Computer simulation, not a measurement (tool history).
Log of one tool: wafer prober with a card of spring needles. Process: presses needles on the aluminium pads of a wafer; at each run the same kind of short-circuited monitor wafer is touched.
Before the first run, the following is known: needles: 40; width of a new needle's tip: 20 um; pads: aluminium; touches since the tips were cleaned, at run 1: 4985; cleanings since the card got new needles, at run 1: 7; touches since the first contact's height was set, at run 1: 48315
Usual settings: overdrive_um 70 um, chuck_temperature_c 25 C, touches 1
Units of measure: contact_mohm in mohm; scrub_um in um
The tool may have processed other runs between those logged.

| run | hour | overdrive_um | chuck_temperature_c | touches | touches since the tips were cleaned | cleanings since the card got new needles | touches since the first contact's height was set | contact_mohm | scrub_um |
|---|---|---|---|---|---|---|---|---|---|
| 1 | 0.0 | 70 | 25 | 1 | 4985 | 7 | 48315 | 138 | 10.75 |
|  | 1.0 | tips cleaned on abrasive film |
|  | 9.3 | tips cleaned on abrasive film |
| 2 | 9.3 | 70 | 25 | 1 | 0 | 9 | 54167 | 125 | 10.66 |
|  | 18.5 | tips cleaned on abrasive film |
| 3 | 19.7 | 70 | 25 | 1 | 778 | 10 | 60858 | 130 | 10.57 |
|  | 27.1 | tips cleaned on abrasive film |
| 4 | 30.5 | 70 | 25 | 1 | 2188 | 11 | 67756 | 131 | 10.64 |
|  | 36.1 | tips cleaned on abrasive film |
|  | 45.2 | tips cleaned on abrasive film |
| 5 | 45.2 | 70 | 25 | 1 | 0 | 13 | 77085 | 126 | 10.55 |
|  | 53.9 | tips cleaned on abrasive film |
| 6 | 55.5 | 70 | 25 | 1 | 1001 | 14 | 83664 | 130 | 10.60 |
|  | 63.4 | tips cleaned on abrasive film |
| 7 | 67.7 | 70 | 25 | 1 | 2733 | 15 | 91460 | 135 | 10.55 |
|  | 72.4 | tips cleaned on abrasive film |
| 8 | 77.7 | 70 | 25 | 1 | 3379 | 16 | 97839 | 135 | 10.58 |
|  | 81.1 | tips cleaned on abrasive film |
| 9 | 84.3 | 70 | 25 | 1 | 2044 | 17 | 102040 | 132 | 10.56 |
|  | 89.4 | tips cleaned on abrasive film |
|  | 97.9 | tips cleaned on abrasive film |
| 10 | 97.9 | 83 | 25 | 1 | 0 | 19 | 110695 | 124 | 12.57 |
|  | 106.8 | tips cleaned on abrasive film |
| 11 | 108.2 | 70 | 30 | 1 | 898 | 20 | 117275 | 132 | 10.48 |
|  | 115.6 | tips cleaned on abrasive film |
| 12 | 116.9 | 70 | 30 | 1 | 878 | 21 | 122854 | 129 | 10.56 |
|  | 124.5 | tips cleaned on abrasive film |
| 13 | 130.2 | 70 | 25 | 1 | 3683 | 22 | 131330 | 140 | 10.50 |
|  | 133.6 | tips cleaned on abrasive film |
| 14 | 141.6 | 70 | 25 | 1 | 5149 | 23 | 138605 | 137 | 10.52 |
|  | 142.6 | tips cleaned on abrasive film |
|  | 151.4 | tips cleaned on abrasive film |
| 15 | 153.4 | 70 | 25 | 1 | 1279 | 25 | 146094 | 131 | 10.28 |
|  | 160.1 | tips cleaned on abrasive film |
| 16 | 164.0 | 52 | 35 | 2 | 2512 | 26 | 152903 | 142 | 7.52 |
|  | 169.1 | tips cleaned on abrasive film |
| 17 | 171.9 | 52 | 27 | 2 | 1826 | 27 | 157928 | 137 | 7.57 |
|  | 178.5 | tips cleaned on abrasive film |
| 18 | 182.0 | 70 | 61 | 2 | 2270 | 28 | 164380 | 135 | 10.31 |
|  | 187.5 | tips cleaned on abrasive film |
| 19 | 189.6 | 70 | 61 | 2 | 1319 | 29 | 169193 | 138 | 10.31 |
|  | 196.7 | tips cleaned on abrasive film |
| 20 | 199.8 | 58 | 40 | 1 | 1980 | 30 | 175722 | 142 | 8.39 |
|  | 205.1 | tips cleaned on abrasive film |
| 21 | 210.9 | 70 | 83 | 1 | 3782 | 31 | 182847 | 146 | 10.20 |
|  | 213.5 | tips cleaned on abrasive film |
| 22 | 218.7 | 55 | 25 | 1 | 3318 | 32 | 187784 | 145 | 7.94 |
|  | 223.1 | tips cleaned on abrasive film |
|  | 231.4 | tips cleaned on abrasive film |
| 23 | 233.7 | 54 | 25 | 2 | 1449 | 34 | 197323 | 139 | 7.78 |
|  | 240.0 | tips cleaned on abrasive film |
| 24 | 240.0 | 80 | 71 | 1 | 0 | 35 | 201358 | 133 | 11.70 |
|  | 243.7 | height of the first contact set anew |
| 25 | 248.3 | 80 | 71 | 1 | 5117 | 35 | 2960 | 141 | 12.47 |
|  | 249.7 | tips cleaned on abrasive film |
|  | 258.4 | tips cleaned on abrasive film |
| 26 | 261.4 | 80 | 71 | 1 | 1947 | 37 | 11303 | 135 | 12.51 |
|  | 267.2 | tips cleaned on abrasive film |
| 27 | 275.3 | 80 | 71 | 1 | 5189 | 38 | 20184 | 141 | 12.25 |

Predict each of these 5 candidate next runs independently; none follows another, all start after run 27:
|  | 276.2 | tips cleaned on abrasive film |
|  | 285.2 | tips cleaned on abrasive film |
| A | 289.3 | 70 | 39 | 1 | 2643 | 40 | 29129 | ? | ? |
|  | 276.2 | tips cleaned on abrasive film |
|  | 285.2 | tips cleaned on abrasive film |
| B | 289.3 | 80 | 71 | 2 | 2643 | 40 | 29129 | ? | ? |
|  | 276.2 | tips cleaned on abrasive film |
|  | 285.2 | tips cleaned on abrasive film |
| C | 289.3 | 70 | 57 | 1 | 2643 | 40 | 29129 | ? | ? |
|  | 276.2 | tips cleaned on abrasive film |
|  | 285.2 | tips cleaned on abrasive film |
| D | 289.3 | 69 | 74 | 1 | 2643 | 40 | 29129 | ? | ? |
|  | 276.2 | tips cleaned on abrasive film |
|  | 285.2 | tips cleaned on abrasive film |
| E | 289.3 | 72 | 25 | 2 | 2643 | 40 | 29129 | ? | ? |

| run | contact_mohm | scrub_um |
|---|---|---|
| A | 138 | 10.73 |
| B | 136 | 12.29 |
| C | 141 | 10.79 |
| D | 143 | 10.58 |
| E | 131 | 11.04 |
With the hidden condition removed and each run's random variation left untouched, the same runs would have given:
| run | contact_mohm | scrub_um |
|---|---|---|
| A | 128 | 10.81 |
| B | 131 | 12.37 |
| C | 131 | 10.87 |
| D | 133 | 10.66 |
| E | 125 | 11.12 |
